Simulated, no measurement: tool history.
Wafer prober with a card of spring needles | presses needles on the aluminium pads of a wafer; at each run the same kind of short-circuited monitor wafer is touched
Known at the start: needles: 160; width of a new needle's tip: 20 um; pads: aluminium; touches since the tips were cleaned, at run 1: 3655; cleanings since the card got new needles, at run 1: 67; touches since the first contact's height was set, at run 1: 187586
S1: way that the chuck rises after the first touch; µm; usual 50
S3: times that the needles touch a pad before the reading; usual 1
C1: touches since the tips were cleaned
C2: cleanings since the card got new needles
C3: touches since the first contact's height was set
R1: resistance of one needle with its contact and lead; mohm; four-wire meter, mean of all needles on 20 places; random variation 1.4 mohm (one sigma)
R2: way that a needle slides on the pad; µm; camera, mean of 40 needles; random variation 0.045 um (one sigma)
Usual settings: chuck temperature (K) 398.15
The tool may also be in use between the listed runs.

Run 1, day 0: usual settings; C1 3655; C2 67; C3 187586. Result: R1 121 mohm, R2 13.02 µm.
At day 0.588: tips cleaned on abrasive film.
At day 1.533: tips cleaned on abrasive film.
Run 2, day 1.654: usual settings but S3 2; C1 1311; C2 69; C3 205747. Result: R1 123 mohm, R2 12.96 µm.
At day 2.342: tips cleaned on abrasive film.
At day 3.262: tips cleaned on abrasive film.
At day 4.071: tips cleaned on abrasive film.
Run 3, day 4.417: usual settings but chuck temperature (K) 376.15; C1 3801; C2 72; C3 236089. Result: R1 118 mohm, R2 12.85 µm.
At day 4.962: tips cleaned on abrasive film.
At day 5.458: height of the first contact set anew.
At day 5.812: tips cleaned on abrasive film.
At day 6.796: tips cleaned on abrasive film.
Run 4, day 7.071: usual settings but chuck temperature (K) 376.15; C1 3005; C2 75; C3 17677. Result: R1 120 mohm, R2 12.97 µm.
At day 7.667: tips cleaned on abrasive film.
At day 8.654: tips cleaned on abrasive film.
Run 5, day 9.404: usual settings but chuck temperature (K) 298.15; C1 8295; C2 77; C3 43362. Result: R1 108 mohm, R2 13.01 µm.
At day 9.538: tips cleaned on abrasive film.
At day 10.404: tips cleaned on abrasive film.
At day 11.308: tips cleaned on abrasive film.
Run 6, day 11.308: usual settings but chuck temperature (K) 298.15; C1 0; C2 80; C3 64217. Result: R1 106 mohm, R2 12.92 µm.
At day 12.288: tips cleaned on abrasive film.
At day 13.167: tips cleaned on abrasive film.
Run 7, day 13.167: usual settings but chuck temperature (K) 298.15; C1 0; C2 82; C3 84663. Result: R1 105 mohm, R2 12.97 µm.
At day 14.054: tips cleaned on abrasive film.
At day 14.971: tips cleaned on abrasive film.
Run 8, day 15.167: usual settings but chuck temperature (K) 346.15; C1 2165; C2 84; C3 106623. Result: R1 116 mohm, R2 12.96 µm.
At day 15.933: tips cleaned on abrasive film.
At day 16.754: tips cleaned on abrasive film.
At day 17.712: tips cleaned on abrasive film.
Run 9, day 17.912: usual settings but chuck temperature (K) 346.15; C1 2224; C2 87; C3 136788. Result: R1 115 mohm, R2 12.96 µm.
At day 18.667: tips cleaned on abrasive film.
At day 19.583: tips cleaned on abrasive film.
Run 10, day 19.825: usual settings but chuck temperature (K) 346.15; C1 2663; C2 89; C3 157794. Result: R1 114 mohm, R2 12.85 µm.
At day 20.546: tips cleaned on abrasive film.
Run 11, day 21.133: usual settings but chuck temperature (K) 346.15; C1 6486; C2 90; C3 172185. Result: R1 114 mohm, R2 12.93 µm.
At day 21.488: tips cleaned on abrasive film.
At day 22.4: tips cleaned on abrasive film.
Run 12, day 22.996: usual settings; C1 6550; C2 92; C3 192658. Result: R1 121 mohm, R2 12.93 µm.
At day 23.35: tips cleaned on abrasive film.
At day 24.217: tips cleaned on abrasive film.
Run 13, day 24.65: usual settings but S3 2; C1 4787; C2 94; C3 210810. Result: R1 122 mohm, R2 13.05 µm.
At day 25.121: tips cleaned on abrasive film.
At day 26.067: tips cleaned on abrasive film.
At day 26.996: tips cleaned on abrasive film.
Run 14, day 27.146: usual settings but S3 2; C1 1654; C2 97; C3 238239. Result: R1 122 mohm, R2 13.01 µm.
At day 27.892: tips cleaned on abrasive film.
At day 28.1: height of the first contact set anew.
At day 28.771: tips cleaned on abrasive film.
At day 29.567: tips cleaned on abrasive film.
Run 15, day 29.892: usual settings but S3 2; C1 3596; C2 100; C3 19693. Result: R1 121 mohm, R2 13 µm.
At day 30.425: tips cleaned on abrasive film.
At day 31.354: tips cleaned on abrasive film.
At day 32.288: tips cleaned on abrasive film.
Run 16, day 32.667: usual settings but S1 36 µm, chuck temperature (K) 329.15, S3 2; C1 4183; C2 103; C3 50166. Result: R1 119 mohm, R2 9.37 µm.
At day 33.146: tips cleaned on abrasive film.
At day 34.021: tips cleaned on abrasive film.
Run 17, day 34.275: usual settings but S1 34 µm, chuck temperature (K) 383.15, S3 2; C1 2814; C2 105; C3 67806. Result: R1 128 mohm, R2 8.77 µm.
At day 34.958: tips cleaned on abrasive film.
At day 35.879: tips cleaned on abrasive film.
Run 18, day 35.958: usual settings but S1 34 µm, chuck temperature (K) 383.15, S3 2; C1 902; C2 107; C3 86308. Result: R1 128 mohm, R2 8.82 µm.
At day 36.746: tips cleaned on abrasive film.
At day 37.562: tips cleaned on abrasive film.
Run 19, day 37.562: usual settings but S1 49 µm, chuck temperature (K) 316.15, S3 2; C1 0; C2 109; C3 103907. Result: R1 112 mohm, R2 12.7 µm.
At day 38.379: tips cleaned on abrasive film.
At day 39.317: tips cleaned on abrasive film.
Run 20, day 39.729: usual settings but S1 30 µm; C1 4567; C2 111; C3 127754. Result: R1 133 mohm, R2 7.85 µm.
At day 40.2: tips cleaned on abrasive film.
At day 41.075: tips cleaned on abrasive film.
At day 41.983: tips cleaned on abrasive film.
Run 21, day 42.479: usual settings but S1 65 µm, S3 2; C1 5458; C2 114; C3 157930. Result: R1 116 mohm, R2 16.86 µm.
At day 42.846: tips cleaned on abrasive film.
At day 43.717: tips cleaned on abrasive film.
Run 22, day 43.717: usual settings but S1 65 µm, S3 2; C1 0; C2 116; C3 171489. Result: R1 116 mohm, R2 16.89 µm.
At day 44.692: tips cleaned on abrasive film.
At day 45.579: tips cleaned on abrasive film.
Run 23, day 45.979: usual settings but S1 65 µm, S3 2; C1 4385; C2 118; C3 196374. Result: R1 118 mohm, R2 16.82 µm.
At day 46.538: tips cleaned on abrasive film.
At day 47.371: tips cleaned on abrasive film.
Run 24, day 47.371: usual settings but S1 49 µm; C1 0; C2 120; C3 211637. Result: R1 122 mohm, R2 12.68 µm.
At day 48.238: tips cleaned on abrasive film.
Run 25, day 48.988: usual settings but S1 38 µm, chuck temperature (K) 318.15, S3 2; C1 8259; C2 121; C3 229423. Result: R1 117 mohm, R2 9.87 µm.
At day 49.179: tips cleaned on abrasive film.
At day 50.021: tips cleaned on abrasive film.
At day 50.721: height of the first contact set anew.
At day 50.904: tips cleaned on abrasive film.
At day 51.758: tips cleaned on abrasive film.
Run 26, day 51.962: usual settings but S1 49 µm; C1 2222; C2 125; C3 13601. Result: R1 123 mohm, R2 12.71 µm.
At day 52.558: tips cleaned on abrasive film.
At day 53.521: tips cleaned on abrasive film.
At day 54.429: tips cleaned on abrasive film.
Run 27, day 54.8: usual settings but S1 33 µm; C1 4090; C2 128; C3 44776. Result: R1 132 mohm, R2 8.57 µm.
At day 55.396: tips cleaned on abrasive film.
At day 56.208: tips cleaned on abrasive film.
At day 57.096: tips cleaned on abrasive film.
Run 28, day 57.096: usual settings but S1 33 µm; C1 0; C2 131; C3 69984. Result: R1 130 mohm, R2 8.51 µm.
At day 57.917: tips cleaned on abrasive film.
Run 29, day 58.558: usual settings but S1 54 µm, S3 3; C1 7100; C2 132; C3 86110. Result: R1 118 mohm, R2 14.08 µm.

Hidden state at the last listed run before each entry between runs and at the first one after, where it differs:
Between runs 1 and 2: tips cleaned on abrasive film (day 0.588); tips cleaned on abrasive film (day 1.533)
  debris on the tips, nm: 0.8 -> 0.5
Between runs 2 and 3: tips cleaned on abrasive film (day 2.342); tips cleaned on abrasive film (day 3.262); tips cleaned on abrasive film (day 4.071)
  debris on the tips, nm: 0.5 -> 0.9
Between runs 3 and 4: tips cleaned on abrasive film (day 4.962); height of the first contact set anew (day 5.458); tips cleaned on abrasive film (day 5.812); tips cleaned on abrasive film (day 6.796)
  debris on the tips, nm: 0.9 -> 0.8; way that the needles fall short of the set height, um: 0.01 -> 0
Between runs 4 and 5: tips cleaned on abrasive film (day 7.667); tips cleaned on abrasive film (day 8.654)
  debris on the tips, nm: 0.8 -> 1.5
Between runs 5 and 6: tips cleaned on abrasive film (day 9.538); tips cleaned on abrasive film (day 10.404); tips cleaned on abrasive film (day 11.308)
  debris on the tips, nm: 1.5 -> 0.1
Between runs 6 and 7: tips cleaned on abrasive film (day 12.288); tips cleaned on abrasive film (day 13.167)
  debris on the tips, nm: 0.1 -> 0.2
Between runs 7 and 8: tips cleaned on abrasive film (day 14.054); tips cleaned on abrasive film (day 14.971)
  debris on the tips, nm: 0.2 -> 0.7; way that the needles fall short of the set height, um: 0 -> 0.01; tips' diameter, um: 20.01 -> 20.02
Between runs 8 and 9: tips cleaned on abrasive film (day 15.933); tips cleaned on abrasive film (day 16.754); tips cleaned on abrasive film (day 17.712)
  no hidden state differs between the two runs
Between runs 9 and 10: tips cleaned on abrasive film (day 18.667); tips cleaned on abrasive film (day 19.583)
  no hidden state differs between the two runs
Between runs 10 and 11: tips cleaned on abrasive film (day 20.546)
  debris on the tips, nm: 0.7 -> 1.1
Between runs 11 and 12: tips cleaned on abrasive film (day 21.488); tips cleaned on abrasive film (day 22.4)
  debris on the tips, nm: 1.1 -> 1.2
Between runs 12 and 13: tips cleaned on abrasive film (day 23.35); tips cleaned on abrasive film (day 24.217)
  debris on the tips, nm: 1.2 -> 1.1
Between runs 13 and 14: tips cleaned on abrasive film (day 25.121); tips cleaned on abrasive film (day 26.067); tips cleaned on abrasive film (day 26.996)
  debris on the tips, nm: 1.1 -> 0.5
Between runs 14 and 15: tips cleaned on abrasive film (day 27.892); height of the first contact set anew (day 28.1); tips cleaned on abrasive film (day 28.771); tips cleaned on abrasive film (day 29.567)
  debris on the tips, nm: 0.5 -> 0.9; way that the needles fall short of the set height, um: 0.01 -> 0
Between runs 15 and 16: tips cleaned on abrasive film (day 30.425); tips cleaned on abrasive film (day 31.354); tips cleaned on abrasive film (day 32.288)
  debris on the tips, nm: 0.9 -> 1
Between runs 16 and 17: tips cleaned on abrasive film (day 33.146); tips cleaned on abrasive film (day 34.021)
  debris on the tips, nm: 1 -> 0.8
Between runs 17 and 18: tips cleaned on abrasive film (day 34.958); tips cleaned on abrasive film (day 35.879)
  debris on the tips, nm: 0.8 -> 0.4
Between runs 18 and 19: tips cleaned on abrasive film (day 36.746); tips cleaned on abrasive film (day 37.562)
  debris on the tips, nm: 0.4 -> 0.1; way that the needles fall short of the set height, um: 0 -> 0.01
Between runs 19 and 20: tips cleaned on abrasive film (day 38.379); tips cleaned on abrasive film (day 39.317)
  debris on the tips, nm: 0.1 -> 1.1
Between runs 20 and 21: tips cleaned on abrasive film (day 40.2); tips cleaned on abrasive film (day 41.075); tips cleaned on abrasive film (day 41.983)
  no hidden state differs between the two runs
Between runs 21 and 22: tips cleaned on abrasive film (day 42.846); tips cleaned on abrasive film (day 43.717)
  debris on the tips, nm: 1.1 -> 0.2
Between runs 22 and 23: tips cleaned on abrasive film (day 44.692); tips cleaned on abrasive film (day 45.579)
  debris on the tips, nm: 0.2 -> 1
Between runs 23 and 24: tips cleaned on abrasive film (day 46.538); tips cleaned on abrasive film (day 47.371)
  debris on the tips, nm: 1 -> 0.1
Between runs 24 and 25: tips cleaned on abrasive film (day 48.238)
  debris on the tips, nm: 0.1 -> 1.3
Between runs 25 and 26: tips cleaned on abrasive film (day 49.179); tips cleaned on abrasive film (day 50.021); height of the first contact set anew (day 50.721); tips cleaned on abrasive film (day 50.904); tips cleaned on abrasive film (day 51.758)
  debris on the tips, nm: 1.3 -> 0.7; way that the needles fall short of the set height, um: 0.01 -> 0
Between runs 26 and 27: tips cleaned on abrasive film (day 52.558); tips cleaned on abrasive film (day 53.521); tips cleaned on abrasive film (day 54.429)
  debris on the tips, nm: 0.7 -> 0.9
Between runs 27 and 28: tips cleaned on abrasive film (day 55.396); tips cleaned on abrasive film (day 56.208); tips cleaned on abrasive film (day 57.096)
  debris on the tips, nm: 0.9 -> 0.1
Between runs 28 and 29: tips cleaned on abrasive film (day 57.917)
  debris on the tips, nm: 0.1 -> 1.3

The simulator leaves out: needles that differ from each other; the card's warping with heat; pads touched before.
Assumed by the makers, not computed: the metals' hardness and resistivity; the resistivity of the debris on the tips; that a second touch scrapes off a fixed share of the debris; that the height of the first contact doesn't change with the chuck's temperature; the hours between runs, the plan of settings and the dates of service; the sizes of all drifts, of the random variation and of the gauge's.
